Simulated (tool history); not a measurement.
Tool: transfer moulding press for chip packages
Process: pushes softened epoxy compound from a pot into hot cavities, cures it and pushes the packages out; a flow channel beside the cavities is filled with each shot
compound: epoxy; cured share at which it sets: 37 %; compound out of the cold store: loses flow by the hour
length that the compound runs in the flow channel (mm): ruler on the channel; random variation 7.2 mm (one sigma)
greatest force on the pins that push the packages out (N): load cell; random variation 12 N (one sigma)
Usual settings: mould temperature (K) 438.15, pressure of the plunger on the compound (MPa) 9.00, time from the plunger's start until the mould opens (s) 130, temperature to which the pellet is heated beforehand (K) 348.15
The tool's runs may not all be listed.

run	hour	mould temperature (K)	pressure of the plunger on the compound (MPa)	time from the plunger's start until the mould opens (s)	temperature to which the pellet is heated beforehand (K)	incoming compound's hours out of the cold store	length that the compound runs in the flow channel (mm)	greatest force on the pins that push the packages out (N)
1	0.0	438.15	9.00	130	348.15	37.2	809	749
2	14.8	438.15	9.00	130	348.15	36.9	813	870
# hour 27.8: cavities cleaned with cleaning compound and waxed
3	47.5	438.15	8.58	130	348.15	11.6	878	812
# hour 73.3: cavities cleaned with cleaning compound and waxed
4	73.3	438.15	8.58	130	348.15	43.8	748	568
5	89.2	438.15	8.58	130	348.15	15.3	849	753
6	115.0	438.15	8.58	130	348.15	12.6	866	958
# hour 118.8: cavities cleaned with cleaning compound and waxed
7	137.5	438.15	8.58	130	348.15	9.5	877	813
8	160.6	438.15	8.58	130	348.15	38.8	757	876
# hour 164.6: cavities cleaned with cleaning compound and waxed
9	187.6	438.15	8.58	130	348.15	47.6	730	801
# hour 211.0: cavities cleaned with cleaning compound and waxed
10	220.2	438.15	9.00	130	348.15	23.6	819	685
11	245.1	438.15	9.00	130	348.15	14.6	841	901
# hour 255.9: cavities cleaned with cleaning compound and waxed
# hour 266.9: mould's thermocouples calibrated
12	269.1	438.15	9.00	130	348.15	47.9	741	655
# hour 303.0: cavities cleaned with cleaning compound and waxed
13	303.9	438.15	9.00	130	348.15	42.5	741	573
14	327.7	438.15	8.38	130	348.15	9.0	843	842
# hour 350.4: cavities cleaned with cleaning compound and waxed
15	363.5	430.15	9.15	116	354.15	37.0	801	1647
16	378.6	440.15	10.80	150	342.15	23.0	869	657
# hour 396.1: cavities cleaned with cleaning compound and waxed
17	402.6	438.15	10.84	110	350.15	38.4	828	842
18	434.4	438.15	10.84	110	350.15	37.7	812	1170
# hour 443.6: cavities cleaned with cleaning compound and waxed
19	462.8	438.15	10.84	110	350.15	13.6	901	1101
# hour 490.9: cavities cleaned with cleaning compound and waxed
20	491.5	438.15	10.84	124	350.15	36.7	802	639
# hour 495.9: plunger's sealing rings changed
21	523.3	438.15	10.84	124	350.15	35.8	913	881
# hour 540.6: cavities cleaned with cleaning compound and waxed
22	542.3	436.15	6.85	130	348.15	13.3	813	688
23	573.9	436.15	6.85	130	348.15	30.5	753	961
# hour 586.5: cavities cleaned with cleaning compound and waxed
24	606.8	436.15	6.85	130	348.15	46.9	683	839
# hour 631.6: cavities cleaned with cleaning compound and waxed
25	637.3	446.15	9.00	130	349.15	13.7	870	498
26	668.8	438.15	9.00	136	348.15	29.5	833	844
# hour 678.6: cavities cleaned with cleaning compound and waxed
27	698.7	438.15	9.00	130	357.15	22.9	856	767

Hidden state or all else? Some run-to-run changes of length that the compound runs in the flow channel (mm), split into what the settings, what came in and random variation would give without the hidden state, and what is left for the hidden state (with any gauge scatter that isn't in both results):
The hidden state here: true mould temperature over the reading, C; pressure that reaches the compound, % of what is set; grip of the stained cavities, % over clean ones'; drift of the gauge itself on flow_mm, %; drift of the gauge itself on push_out_n, %.
Run 3 -> 4: cavities cleaned with cleaning compound and waxed. length that the compound runs in the flow channel (mm) -130: hidden state +0, all else -130.
Run 18 -> 19: cavities cleaned with cleaning compound and waxed. length that the compound runs in the flow channel (mm) +89: hidden state -20, all else +109.
Run 20 -> 21: plunger's sealing rings changed. length that the compound runs in the flow channel (mm) +111: hidden state +112, all else -1.
Run 24 -> 25: mould temperature (K) 436.15 -> 446.15, pressure of the plunger on the compound (MPa) 6.85 -> 9.00, temperature to which the pellet is heated beforehand (K) 348.15 -> 349.15, cavities cleaned with cleaning compound and waxed. length that the compound runs in the flow channel (mm) +187: hidden state -9, all else +196.

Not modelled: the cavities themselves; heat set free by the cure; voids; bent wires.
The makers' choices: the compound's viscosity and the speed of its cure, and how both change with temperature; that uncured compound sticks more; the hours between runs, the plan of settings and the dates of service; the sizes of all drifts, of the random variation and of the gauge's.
